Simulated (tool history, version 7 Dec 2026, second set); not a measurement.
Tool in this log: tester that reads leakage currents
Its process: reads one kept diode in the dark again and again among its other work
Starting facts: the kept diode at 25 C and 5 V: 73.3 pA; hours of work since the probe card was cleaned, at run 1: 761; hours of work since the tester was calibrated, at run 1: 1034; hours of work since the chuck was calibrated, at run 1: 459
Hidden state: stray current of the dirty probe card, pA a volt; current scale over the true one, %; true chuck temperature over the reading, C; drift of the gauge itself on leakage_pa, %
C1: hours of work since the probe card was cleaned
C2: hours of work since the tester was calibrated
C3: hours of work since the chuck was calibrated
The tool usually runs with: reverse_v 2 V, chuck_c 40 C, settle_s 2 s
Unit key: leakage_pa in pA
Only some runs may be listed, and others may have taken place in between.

Run 1, hour 0: usual settings; C1 761; C2 1034; C3 459. Result: leakage_pa 192.56 pA.
Run 2, hour 22.1: usual settings; C1 776; C2 1048; C3 474. Result: leakage_pa 192.77 pA.
Run 3, hour 62.1: usual settings; C1 803; C2 1075; C3 501. Result: leakage_pa 194.33 pA.
Run 4, hour 95: usual settings but chuck_c 23 C; C1 825; C2 1097; C3 522. Result: leakage_pa 42.24 pA.
Run 5, hour 130.7: usual settings; C1 848; C2 1121; C3 546. Result: leakage_pa 194.36 pA.
Run 6, hour 164.2: usual settings; C1 871; C2 1143; C3 569. Result: leakage_pa 194.62 pA.
Run 7, hour 187.5: usual settings but reverse_v 6.55 V; C1 886; C2 1159; C3 584. Result: leakage_pa 342.62 pA.
Run 8, hour 216.9: usual settings but reverse_v 6.55 V, chuck_c 30 C; C1 906; C2 1178; C3 604. Result: leakage_pa 144.32 pA.
Run 9, hour 250.3: usual settings but chuck_c 34 C; C1 928; C2 1200; C3 626. Result: leakage_pa 116.57 pA.
Run 10, hour 284.3: usual settings but chuck_c 34 C; C1 951; C2 1223; C3 649. Result: leakage_pa 116.15 pA.
Run 11, hour 312.5: usual settings but reverse_v 4.95 V; C1 970; C2 1242; C3 668. Result: leakage_pa 302.11 pA.
Run 12, hour 351.3: usual settings but chuck_c 27 C; C1 995; C2 1268; C3 693. Result: leakage_pa 62.48 pA.
Run 13, hour 384.5: usual settings; C1 1018; C2 1290; C3 716. Result: leakage_pa 196.94 pA.
Run 14, hour 423.8: usual settings but reverse_v 1.6 V; C1 1044; C2 1316; C3 742. Result: leakage_pa 178.73 pA.
Run 15, hour 451.7: usual settings but reverse_v 1.6 V; C1 1062; C2 1335; C3 760. Result: leakage_pa 177.15 pA.
Run 16, hour 485.1: usual settings but reverse_v 5.73 V; C1 1085; C2 1357; C3 783. Result: leakage_pa 326.96 pA.
Run 17, hour 515.6: usual settings but reverse_v 8.64 V; C1 1105; C2 1377; C3 803. Result: leakage_pa 398.56 pA.
Run 18, hour 543: usual settings; C1 1123; C2 1396; C3 821. Result: leakage_pa 199.02 pA.
Run 19, hour 561.7: usual settings; C1 1136; C2 1408; C3 834. Result: leakage_pa 199.41 pA.
Run 20, hour 599.2: usual settings; C1 1161; C2 1433; C3 859. Result: leakage_pa 199.49 pA.
Run 21, hour 628.7: usual settings but reverse_v 2.68 V, chuck_c 58 C, settle_s 5.48 s; C1 1180; C2 1453; C3 878. Result: leakage_pa 976.62 pA.
At hour 634.2: probe card cleaned and baked.
Run 22, hour 659.7: usual settings but reverse_v 7.83 V, settle_s 3.78 s; C1 17; C2 1471; C3 897. Result: leakage_pa 383.75 pA.
Run 23, hour 689.2: usual settings but reverse_v 3.19 V, chuck_c 47 C, settle_s 6.44 s; C1 37; C2 1491; C3 917. Result: leakage_pa 449.8 pA.
At hour 725.1: probe card cleaned and baked, once more.
Run 24, hour 725.1: usual settings but reverse_v 4.49 V, settle_s 3.16 s; C1 0; C2 1513; C3 939. Result: leakage_pa 289.58 pA.
Run 25, hour 762.4: usual settings but reverse_v 17.41 V, chuck_c 25 C, settle_s 3.65 s; C1 25; C2 1538; C3 964. Result: leakage_pa 145.24 pA.
Run 26, hour 780.1: usual settings but reverse_v 17.41 V, chuck_c 25 C, settle_s 0.36 s; C1 37; C2 1550; C3 975. Result: leakage_pa 152.19 pA.
Run 27, hour 810.6: usual settings but reverse_v 2.92 V, chuck_c 25 C, settle_s 0.36 s; C1 57; C2 1570; C3 996. Result: leakage_pa 63.49 pA.
Run 28, hour 849.7: usual settings but reverse_v 18.45 V, settle_s 0.36 s; C1 83; C2 1596; C3 1022. Result: leakage_pa 580.29 pA.
Run 29, hour 889.7: usual settings but reverse_v 18.45 V, settle_s 0.36 s; C1 110; C2 1623; C3 1048. Result: leakage_pa 580.46 pA.
Run 30, hour 914.7: usual settings but reverse_v 18.45 V, chuck_c 53 C, settle_s 0.36 s; C1 126; C2 1640; C3 1065. Result: leakage_pa 1678.22 pA.
Run 31, hour 942.3: usual settings but reverse_v 18.45 V, chuck_c 53 C, settle_s 0.36 s; C1 145; C2 1658; C3 1083. Result: leakage_pa 1673.86 pA.
Run 32, hour 975: usual settings but reverse_v 18.45 V, chuck_c 53 C, settle_s 0.36 s; C1 167; C2 1680; C3 1105. Result: leakage_pa 1679.94 pA.
Run 33, hour 992.9: usual settings but reverse_v 18.45 V, chuck_c 46 C, settle_s 0.81 s; C1 179; C2 1692; C3 1117. Result: leakage_pa 954.34 pA.
Run 34, hour 1028.5: usual settings but chuck_c 45 C; C1 202; C2 1715; C3 1141. Result: leakage_pa 308.13 pA.
Run 35, hour 1052.3: usual settings but chuck_c 45 C; C1 218; C2 1731; C3 1157. Result: leakage_pa 310.49 pA.
Run 36, hour 1087.6: usual settings but chuck_c 45 C; C1 242; C2 1755; C3 1180. Result: leakage_pa 310.11 pA.
Run 37, hour 1119.5: usual settings but chuck_c 45 C; C1 263; C2 1776; C3 1202. Result: leakage_pa 308.98 pA.
Run 38, hour 1156.5: usual settings but reverse_v 3.24 V, chuck_c 23 C, settle_s 2.22 s; C1 288; C2 1801; C3 1226. Result: leakage_pa 55.96 pA.
Run 39, hour 1184.3: usual settings but reverse_v 15.91 V, chuck_c 57 C; C1 306; C2 1819; C3 1245. Result: leakage_pa 2153.54 pA.
Run 40, hour 1215.5: usual settings but reverse_v 15.91 V, chuck_c 57 C; C1 327; C2 1840; C3 1266. Result: leakage_pa 2152.26 pA.

Pick out some run-to-run changes in leakage_pa. Of each, how much would a tool without hidden state show as well, from the settings, what came in and chance, and how much is left for the hidden state and any gauge scatter not in both results compared?
Run 20 -> 21: reverse_v 2 -> 2.68, chuck_c 40 -> 58, settle_s 2 -> 5.48. leakage_pa +777.13 pA: hidden state +47.02, all else +730.11.
Run 29 -> 30: chuck_c 40 -> 53. leakage_pa +1097.76 pA: hidden state +80.85, all else +1016.91.
Run 33 -> 34: reverse_v 18.45 -> 2, chuck_c 46 -> 45, settle_s 0.81 -> 2. leakage_pa -646.21 pA: hidden state -54.29, all else -591.92.
Run 38 -> 39: reverse_v 3.24 -> 15.91, chuck_c 23 -> 57, settle_s 2.22 -> 2. leakage_pa +2097.58 pA: hidden state +182.34, all else +1915.24.
